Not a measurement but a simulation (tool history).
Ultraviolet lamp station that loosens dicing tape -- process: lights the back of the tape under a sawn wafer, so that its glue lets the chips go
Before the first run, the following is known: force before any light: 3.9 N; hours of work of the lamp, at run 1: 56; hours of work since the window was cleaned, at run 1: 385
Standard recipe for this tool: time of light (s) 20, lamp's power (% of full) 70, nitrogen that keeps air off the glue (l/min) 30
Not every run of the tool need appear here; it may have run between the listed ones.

run,day,time of light (s),lamp's power (% of full),nitrogen that keeps air off the glue (l/min),hours of work of the lamp,hours of work since the window was cleaned,force that peels the tape off (N),light that reached the tape (mJ/cm²)
1,0,20,70,30,56,385,0.493,349
2,0.892,20,70,30,72,401,0.516,347
3,1.579,20,99,30,84,413,0.33,485
4,1.954,20,99,30,91,420,0.357,485
5,2.775,20,99,30,106,434,0.342,475
6,3.479,20,99,30,118,447,0.345,479
7,3.912,20,99,16,126,455,0.406,478
8,4.829,20,99,16,142,471,0.405,477
9,5.583,20,70,30,156,484,0.551,337
10,5.992,20,70,30,163,492,0.532,331
11,6.604,20,70,30,174,502,0.555,329
12,7.5,20,70,30,190,518,0.532,331
13,8.267,20,70,30,203,532,0.563,324
14,8.708,20,84,30,211,540,0.43,388
15,9.454,26,70,30,225,553,0.387,416
16,10.112,26,70,18,236,565,0.457,420
17,10.567,26,70,18,244,573,0.458,414
18,11.425,26,73,18,260,588,0.424,425
19,11.954,26,73,18,269,598,0.436,425
# day 12.054: window cleaned of glue's vapour
20,12.483,20,70,18,278,8,0.765,280
21,13.258,13,61,18,292,21,1.484,160
22,13.696,13,61,18,300,29,1.491,156
23,14.15,13,61,18,308,37,1.497,156
24,14.754,13,61,18,319,48,1.508,155
# day 14.971: window cleaned of glue's vapour, once more
25,15.562,20,70,32,333,11,0.485,355
26,16.171,13,70,30,343,21,0.855,226
27,16.579,32,70,30,351,29,0.289,559
28,17.317,32,70,30,364,42,0.301,561
29,17.867,20,78,27,374,52,0.435,393
30,18.504,32,78,36,385,63,0.283,622
31,19.188,32,78,36,397,75,0.289,611
32,19.908,32,78,36,410,88,0.277,611
33,20.733,11,88,24,425,103,0.903,233
34,21.471,11,88,24,438,116,0.889,234
35,22.142,11,88,24,450,128,0.895,230
36,22.588,11,88,24,458,136,0.904,236
37,23.338,13,64,30,471,149,1.024,198

Branching from run 37: 5 alternative next runs. What would each branch give?
A,24.142,20,75,30,485,163,?,?
B,24.142,20,76,60,485,163,?,?
C,24.142,20,84,20,485,163,?,?
D,24.142,20,82,48,485,163,?,?
E,24.142,22,86,10,485,163,?,?

run,force that peels the tape off (N),light that reached the tape (mJ/cm²)
A,0.489,355
B,0.404,359
C,0.46,400
D,0.404,395
E,0.494,449
Without the tool's hidden state the same runs would have given:
run,force that peels the tape off (N),light that reached the tape (mJ/cm²)
A,0.401,415
B,0.336,420
C,0.377,468
D,0.34,462
E,0.406,525

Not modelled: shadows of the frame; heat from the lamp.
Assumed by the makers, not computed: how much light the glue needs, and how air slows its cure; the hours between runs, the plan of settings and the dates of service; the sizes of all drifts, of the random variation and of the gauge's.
